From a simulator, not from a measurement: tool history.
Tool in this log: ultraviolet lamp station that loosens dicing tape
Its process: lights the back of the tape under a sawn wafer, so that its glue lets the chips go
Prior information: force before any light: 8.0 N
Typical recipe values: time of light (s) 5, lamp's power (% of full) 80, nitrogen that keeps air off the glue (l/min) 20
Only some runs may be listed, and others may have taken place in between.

run    hour  time of light (s)  lamp's power (% of full)  nitrogen that keeps air off the glue (l/min)  force that peels the tape off (N)  light that reached the tape (J/m2)
  1     0.0                  5                        80                                            20                              1.324                                2930
  2    33.8                  5                        80                                            20                              1.367                                2830
  3    61.7                  8                        80                                            20                              0.564                                4460
       71.1  -- window cleaned of glue's vapour
  4   103.1                  5                        80                                            20                              1.576                                2570
  5   130.5                  5                        80                                            20                              1.633                                2560
  6   186.2                  5                        80                                            20                              1.647                                2540
  7   229.6                  5                        80                                            20                              1.809                                2440
      268.2  -- lamp changed
  8   280.1                  3                        80                                            20                              1.781                                2350
  9   328.6                  3                        80                                            20                              1.865                                2360
 10   362.0                  7                        80                                            20                              0.377                                5380
 11   404.8                  7                        80                                            20                              0.394                                5210
      438.3  -- window cleaned of glue's vapour, once more
 12   448.7                  7                        80                                            22                              0.203                                6750
 13   510.0                  7                        80                                            22                              0.235                                6520
 14   547.6                  5                        80                                            21                              0.506                                4600
 15   595.1                  5                        80                                            20                              0.556                                4470
 16   646.2                  5                        80                                            20                              0.614                                4360
 17   678.0                  5                        80                                            20                              0.632                                4310
 18   732.8                  5                        80                                            20                              0.637                                4140
 19   780.6                  5                        80                                            24                              0.650                                4080
 20   833.1                  5                        80                                            24                              0.686                                3980
      879.3  -- window cleaned of glue's vapour
 21   882.1                  5                        80                                            24                              0.569                                4370
 22   940.7                  5                        80                                            24                              0.582                                4210
 23   979.1                  5                        80                                            24                              0.631                                4190
 24  1014.3                  5                        80                                            24                              0.665                                4080
 25  1065.9                  4                        62                                            16                              1.874                                2470
 26  1118.2                  6                        68                                            16                              0.836                                3990
 27  1144.5                  6                        88                                             7                              0.689                                5050
 28  1202.7                  6                        88                                             7                              0.752                                4910
 29  1236.9                  9                        88                                             9                              0.271                                7330
 30  1281.5                  2                        88                                            35                              2.702                                1590
     1319.4  -- window cleaned of glue's vapour
 31  1342.1                  2                        88                                            35                              2.398                                1720
 32  1395.4                  2                        88                                            35                              2.532                                1640
 33  1430.1                  5                        80                                            19                              0.845                                3670
 34  1462.7                  6                        68                                            16                              0.901                                3750
 35  1498.9                  5                        61                                            20                              1.470                                2740
 36  1525.0                  5                        61                                            20                              1.530                                2730
 37  1585.9                  3                        62                                            20                              2.933                                1550
 38  1643.2                  6                        69                                            24                              0.948                                3430
 39  1679.6                  7                        72                                            24                              0.634                                4070
 40  1719.7                  5                        74                                            16                              1.445                                2980
     1760.0  -- window cleaned of glue's vapour
 41  1775.4                  4                        92                                            25                              1.050                                3170
 42  1804.5                  5                        62                                            13                              1.760                                2630
 43  1838.0                  3                        67                                            11                              3.119                                1690

What would each run have given without the hidden state, its run-to-run variation left as it was?
Hidden state present: lamp's light, % of a new lamp's; light that the window lets through, % of a clean one's; drift of the gauge itself on peel_n, %; drift of the gauge itself on dose_mj_cm2, %.
run  force that peels the tape off (N)  light that reached the tape (J/m2)
  1                              0.437                                5040
  2                              0.434                                4970
  3                              0.170                                7980
  4                              0.432                                4930
  5                              0.434                                4980
  6                              0.417                                5050
  7                              0.447                                5030
  8                              1.242                                2960
  9                              1.255                                3030
 10                              0.212                                7030
 11                              0.216                                6940
 12                              0.186                                7060
 13                              0.205                                7020
 14                              0.410                                5030
 15                              0.428                                5000
 16                              0.447                                5000
 17                              0.446                                5020
 18                              0.425                                4950
 19                              0.408                                5010
 20                              0.410                                5010
 21                              0.416                                5010
 22                              0.399                                4970
 23                              0.417                                5020
 24                              0.424                                4990
 25                              1.318                                3100
 26                              0.482                                5120
 27                              0.380                                6580
 28                              0.390                                6570
 29                              0.160                                9970
 30                              1.788                                2220
 31                              1.733                                2200
 32                              1.775                                2170
 33                              0.439                                4950
 34                              0.463                                5120
 35                              0.791                                3820
 36                              0.804                                3860
 37                              1.870                                2290
 38                              0.388                                5180
 39                              0.246                                6270
 40                              0.594                                4670
 41                              0.484                                4600
 42                              0.905                                3890
 43                              1.974                                2540
